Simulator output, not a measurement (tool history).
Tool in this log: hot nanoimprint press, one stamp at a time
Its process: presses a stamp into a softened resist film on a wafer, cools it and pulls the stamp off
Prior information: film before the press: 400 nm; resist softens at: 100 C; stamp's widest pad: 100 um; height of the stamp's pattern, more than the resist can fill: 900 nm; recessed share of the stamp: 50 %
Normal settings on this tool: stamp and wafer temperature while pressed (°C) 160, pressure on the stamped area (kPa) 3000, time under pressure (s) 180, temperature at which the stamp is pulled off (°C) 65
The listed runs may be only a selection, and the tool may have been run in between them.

run	hour	stamp and wafer temperature while pressed (°C)	pressure on the stamped area (kPa)	time under pressure (s)	temperature at which the stamp is pulled off (°C)	resist left under the stamp's widest pad (angstrom)	greatest force while the stamp is pulled off (N)
1	0	160	3000	180	65	1790	164
2	70.6	160	3000	180	65	1793	171
3	132.6	160	3000	180	65	1772	172
4	195.7	160	3060	180	65	1793	170
5	289.4	160	2850	180	65	1865	164
6	358.3	160	2850	180	65	1837	166
7	433.5	160	3000	180	65	1793	171
# hour 453.7: stamp cleaned and given a new release coat
# hour 507.3: plate thermocouple calibrated
8	509.1	160	3000	180	65	1829	172
9	547.7	160	3000	180	65	1820	169
10	605.8	160	2490	180	65	1975	172
11	699.2	160	2490	180	65	1968	169
12	750.3	160	3000	180	65	1806	175
13	811.2	160	3000	180	65	1810	166
14	888.2	160	3000	180	67	1808	163
# hour 972.7: stamp cleaned and given a new release coat
15	973.2	160	3000	180	67	1816	162
# hour 1011.7: plate thermocouple calibrated
16	1037.9	160	3000	180	67	1807	162
17	1107.4	164	3000	193	67	1477	159
18	1197	164	3440	150	70	1513	151
19	1251.1	160	3000	102	65	2186	166
20	1324	160	3000	102	66	2205	162
21	1379.3	160	4210	102	66	1885	165
22	1458.5	160	4060	180	57	1565	210
# hour 1475.2: press's hydraulic seals changed and the load cell set to zero
# hour 1503.1: stamp cleaned and given a new release coat
# hour 1521.2: plate thermocouple calibrated
23	1522.6	160	4060	180	57	1553	208
24	1587.2	160	3000	113	73	2127	134

Expected results for the next run?
25	1655.5	153	1910	180	65	?	?

Logged for run 25: resist left under the stamp's widest pad (angstrom) 2836, greatest force while the stamp is pulled off (N) 172.
With no hidden state in the tool, this same run would have given resist left under the stamp's widest pad (angstrom) 2836, greatest force while the stamp is pulled off (N) 171.
